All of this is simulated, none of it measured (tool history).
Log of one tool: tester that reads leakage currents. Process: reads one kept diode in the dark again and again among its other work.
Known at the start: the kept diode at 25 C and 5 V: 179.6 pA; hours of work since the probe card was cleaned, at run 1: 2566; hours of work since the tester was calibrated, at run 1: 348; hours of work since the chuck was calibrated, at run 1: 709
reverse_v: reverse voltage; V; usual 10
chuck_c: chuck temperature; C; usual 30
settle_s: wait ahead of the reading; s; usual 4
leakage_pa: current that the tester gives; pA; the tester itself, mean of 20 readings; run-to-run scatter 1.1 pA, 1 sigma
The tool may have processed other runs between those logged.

run,hour,reverse_v,chuck_c,settle_s,hours of work since the probe card was cleaned,hours of work since the tester was calibrated,hours of work since the chuck was calibrated,leakage_pa
1,0,10,30,4,2566,348,709,354.32
2,39.8,10,30,4,2593,375,736,353.62
3,70.3,10,35,4,2614,396,756,531.27
4,101.9,10,35,8.68,2635,417,778,528.07
5,129,10,35,8.68,2653,435,796,530.34
6,173.1,10,35,8.68,2683,465,826,529.43
7,223.2,10,35,8.68,2717,499,860,525.38
8,252.6,1.6,30,1.13,2737,518,879,168.92
# hour 258.8: chuck's temperature calibrated
9,293.6,1.6,30,1.13,2763,545,23,165.3
10,326.4,1.6,30,1.13,2785,567,46,165.26

What does the tool deliver on the next run?
11,386.6,1,31,6.04,2826,607,86,?

Logged for run 11: leakage_pa 148.84 pA.
Take away the tool's hidden state, keep the run-to-run variation as it was, and the same run would have given leakage_pa 161.91 pA.
